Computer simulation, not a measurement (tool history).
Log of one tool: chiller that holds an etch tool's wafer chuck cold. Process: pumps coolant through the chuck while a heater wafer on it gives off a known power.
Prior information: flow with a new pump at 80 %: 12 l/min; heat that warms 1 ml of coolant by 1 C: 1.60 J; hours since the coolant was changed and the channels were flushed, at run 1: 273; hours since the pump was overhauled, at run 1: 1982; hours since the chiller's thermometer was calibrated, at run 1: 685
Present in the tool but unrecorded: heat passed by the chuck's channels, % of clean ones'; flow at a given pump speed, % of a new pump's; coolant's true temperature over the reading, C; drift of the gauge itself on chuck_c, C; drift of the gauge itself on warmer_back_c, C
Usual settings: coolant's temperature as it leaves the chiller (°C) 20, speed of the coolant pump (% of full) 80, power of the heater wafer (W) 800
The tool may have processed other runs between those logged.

run,hour,coolant's temperature as it leaves the chiller (°C),speed of the coolant pump (% of full),power of the heater wafer (W),hours since the coolant was changed and the channels were flushed,hours since the pump was overhauled,hours since the chiller's thermometer was calibrated,chuck's temperature once it has settled (°C),how much warmer the coolant comes back (C)
1,0.0,20,80,800,273,1982,685,29.1,2.56
2,127.6,20,80,800,401,2110,812,29.5,2.58
3,212.6,12,80,800,486,2195,897,21.5,2.57
4,318.6,12,80,800,592,2301,1003,21.4,2.62
5,433.9,20,80,789,707,2416,1118,29.5,2.54
6,518.0,20,80,1046,791,2500,1203,32.2,3.40
7,635.4,20,80,592,909,2618,1320,26.8,1.90
8,719.5,20,68,592,993,2702,1404,27.6,2.31
9,841.1,20,80,800,1114,2823,1526,29.5,2.59
10,975.9,20,80,800,1249,2958,1660,29.6,2.59
11,1040.9,20,80,800,1314,3023,1725,29.4,2.63
12,1148.7,20,80,800,1422,3131,1833,29.7,2.60
13,1261.8,28,80,800,1535,3244,1946,37.7,2.63
# hour 1273.6: chiller's thermometer calibrated
14,1348.6,20,80,800,1621,3330,75,29.6,2.64
15,1483.2,16,80,800,1755,3464,210,25.5,2.60
16,1595.8,16,80,800,1868,3577,322,25.7,2.66
# hour 1722.1: chiller's thermometer calibrated, once more
17,1722.1,18,71,600,1993,3702,0,26.5,2.27
18,1786.3,15,67,800,2057,3766,64,26.7,3.24
19,1902.9,15,67,800,2174,3883,181,26.8,3.22
20,2034.2,16,80,842,2305,4014,312,27.4,2.78
21,2156.9,16,80,842,2428,4137,435,27.2,2.83
22,2258.7,17,84,886,2530,4239,537,28.6,2.82
23,2355.5,13,91,1093,2627,4336,633,26.9,3.15
24,2480.4,13,87,956,2752,4461,758,25.5,2.93
25,2615.9,13,70,749,2887,4596,894,24.3,2.93
# hour 2630.0: coolant pump overhauled
26,2753.9,24,99,637,3020,124,1027,31.6,1.54
# hour 2802.0: coolant changed, channels flushed
27,2839.5,20,99,465,38,204,1106,24.2,1.15
28,2922.6,25,77,456,121,287,1189,30.0,1.52
29,3055.2,25,77,456,253,419,1322,30.0,1.48
30,3124.6,25,77,456,323,489,1392,29.8,1.49
31,3216.5,25,77,456,415,581,1483,30.0,1.50

Some steps in chuck's temperature once it has settled (°C), run to run, broken into two amounts with sign: the step expected even without the hidden condition (settings, incoming material, random variation), and the rest, left for the hidden condition together with whatever gauge scatter is not in both the measured and the hidden-condition-free result:
Run 4 -> 5: coolant's temperature as it leaves the chiller (°C) 12 -> 20, power of the heater wafer (W) 800 -> 789. chuck's temperature once it has settled (°C) +8.1: hidden state -0.1, all else +8.2.
Run 12 -> 13: coolant's temperature as it leaves the chiller (°C) 20 -> 28. chuck's temperature once it has settled (°C) +8.0: hidden state +0.1, all else +7.9.
Run 13 -> 14: coolant's temperature as it leaves the chiller (°C) 28 -> 20, chiller's thermometer calibrated. chuck's temperature once it has settled (°C) -8.1: hidden state -0.1, all else -8.0.
Run 16 -> 17: coolant's temperature as it leaves the chiller (°C) 16 -> 18, speed of the coolant pump (% of full) 80 -> 71, power of the heater wafer (W) 800 -> 600, chiller's thermometer calibrated, once more. chuck's temperature once it has settled (°C) +0.8: hidden state +0.6, all else +0.2.
Run 25 -> 26: coolant's temperature as it leaves the chiller (°C) 13 -> 24, speed of the coolant pump (% of full) 70 -> 99, power of the heater wafer (W) 749 -> 637, coolant pump overhauled. chuck's temperature once it has settled (°C) +7.3: hidden state -0.8, all else +8.1.
Run 26 -> 27: coolant's temperature as it leaves the chiller (°C) 24 -> 20, power of the heater wafer (W) 637 -> 465, coolant changed, channels flushed. chuck's temperature once it has settled (°C) -7.4: hidden state -1.4, all else -6.0.
